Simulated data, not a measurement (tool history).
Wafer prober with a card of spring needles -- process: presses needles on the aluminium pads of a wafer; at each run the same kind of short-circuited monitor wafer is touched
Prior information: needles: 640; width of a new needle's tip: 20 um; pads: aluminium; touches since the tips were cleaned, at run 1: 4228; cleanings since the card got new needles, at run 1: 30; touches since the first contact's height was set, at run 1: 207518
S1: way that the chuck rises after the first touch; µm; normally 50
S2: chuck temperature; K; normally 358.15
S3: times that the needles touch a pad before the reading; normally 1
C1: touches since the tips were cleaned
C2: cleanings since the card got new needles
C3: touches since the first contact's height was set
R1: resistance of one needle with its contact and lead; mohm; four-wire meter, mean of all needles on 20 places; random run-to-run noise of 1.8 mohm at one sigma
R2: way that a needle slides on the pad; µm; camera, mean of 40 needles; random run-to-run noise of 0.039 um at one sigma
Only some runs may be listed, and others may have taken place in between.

run   hour  S1      S2  S3    C1  C2      C3   R1     R2
  1    0.0  50  358.15   1  4228  30  207518  183  12.38
       4.5  -- tips cleaned on abrasive film
      20.4  -- tips cleaned on abrasive film
  2   27.7  50  358.15   1  2735  32  217834  183  12.45
      36.8  -- tips cleaned on abrasive film
      52.8  -- tips cleaned on abrasive film
  3   52.8  50  358.15   1     0  34  227145  183  12.45
      70.9  -- tips cleaned on abrasive film
  4   79.0  50  358.15   1  3015  35  236937  183  12.42
      87.9  -- tips cleaned on abrasive film
     104.5  -- tips cleaned on abrasive film
  5  104.8  50  358.15   1   116  37  246549  181  12.47
     114.3  -- height of the first contact set anew
     120.6  -- tips cleaned on abrasive film
  6  125.3  50  358.15   1  1745  38    4090  184  12.51
     137.2  -- tips cleaned on abrasive film
  7  144.0  50  358.15   1  2536  39   11054  179  12.42
     153.9  -- tips cleaned on abrasive film
     170.8  -- tips cleaned on abrasive film
  8  171.7  50  358.15   1   320  41   21379  182  12.42
     188.2  -- tips cleaned on abrasive film
  9  199.3  50  303.15   1  4173  42   31701  169  12.43
     204.5  -- tips cleaned on abrasive film
     221.3  -- tips cleaned on abrasive film
 10  222.5  50  303.15   1   437  44   40293  171  12.38
     237.3  -- tips cleaned on abrasive film
 11  238.6  46  303.15   1   458  45   46296  172  11.36
     253.7  -- tips cleaned on abrasive film
 12  255.8  46  303.15   1   775  46   52725  171  11.40
 13  269.2  50  301.15   1  5804  46   57754  168  12.42
     271.3  -- tips cleaned on abrasive film
     287.3  -- tips cleaned on abrasive film
 14  287.3  50  358.15   1     0  48   64446  180  12.43
     303.6  -- tips cleaned on abrasive film
 15  313.8  50  352.15   1  3832  49   74355  183  12.37
     319.8  -- tips cleaned on abrasive film
     336.9  -- tips cleaned on abrasive film
 16  342.5  50  358.15   1  2125  51   85049  183  12.50
     353.0  -- tips cleaned on abrasive film
 17  360.6  50  313.15   1  2867  52   91795  172  12.45
     369.3  -- tips cleaned on abrasive film
     386.6  -- tips cleaned on abrasive film
 18  386.8  67  358.15   1    87  54  101529  178  16.61
     403.1  -- tips cleaned on abrasive film
 19  405.5  67  374.15   1   895  55  108489  181  16.60
     419.1  -- tips cleaned on abrasive film
 20  427.6  46  374.15   2  3207  56  116763  188  11.46
     435.9  -- tips cleaned on abrasive film
 21  451.5  60  378.15   3  5826  57  125657  180  14.96
     453.9  -- tips cleaned on abrasive film
     470.3  -- tips cleaned on abrasive film
 22  475.4  56  358.15   1  1937  59  134569  176  13.92
     486.2  -- tips cleaned on abrasive film
 23  493.5  56  303.15   2  2749  60  141320  166  13.93
     502.8  -- tips cleaned on abrasive film
     519.9  -- tips cleaned on abrasive film
 24  520.9  41  324.15   3   368  62  151495  177  10.21
 25  533.1  41  324.15   3  4940  62  156067  176  10.19
     536.4  -- tips cleaned on abrasive film
     553.0  -- tips cleaned on abrasive film
 26  556.6  50  354.15   3  1331  64  164791  182  12.39
     569.8  -- tips cleaned on abrasive film
     586.0  -- tips cleaned on abrasive film
 27  586.0  52  339.15   3     0  66  175735  178  12.97
     601.8  -- tips cleaned on abrasive film
 28  605.0  52  312.15   3  1192  67  182834  171  12.93
     618.6  -- tips cleaned on abrasive film
 29  627.6  36  299.15   2  3354  68  191256  176   8.90
     635.6  -- tips cleaned on abrasive film
 30  642.4  53  396.15   2  2544  69  196781  188  13.11
     652.3  -- tips cleaned on abrasive film
     668.1  -- tips cleaned on abrasive film
 31  671.1  53  306.15   2  1148  71  207473  169  13.22

What if the next run were any one of these 4? Each begins from the tool's condition after run 31:
     684.3  -- tips cleaned on abrasive film
  A  693.7  34  306.15   2  3543  72  215912   ?   ?
     684.3  -- tips cleaned on abrasive film
  B  693.7  69  301.15   1  3543  72  215912   ?   ?
     684.3  -- tips cleaned on abrasive film
  C  693.7  38  306.15   1  3543  72  215912   ?   ?
     684.3  -- tips cleaned on abrasive film
  D  693.7  47  315.15   2  3543  72  215912   ?   ?

run   R1     R2
  A  177   8.47
  B  169  17.15
  C  179   9.48
  D  175  11.65
With no hidden state in the tool, these same runs would have given:
run   R1     R2
  A  176   8.48
  B  169  17.16
  C  179   9.48
  D  175  11.66

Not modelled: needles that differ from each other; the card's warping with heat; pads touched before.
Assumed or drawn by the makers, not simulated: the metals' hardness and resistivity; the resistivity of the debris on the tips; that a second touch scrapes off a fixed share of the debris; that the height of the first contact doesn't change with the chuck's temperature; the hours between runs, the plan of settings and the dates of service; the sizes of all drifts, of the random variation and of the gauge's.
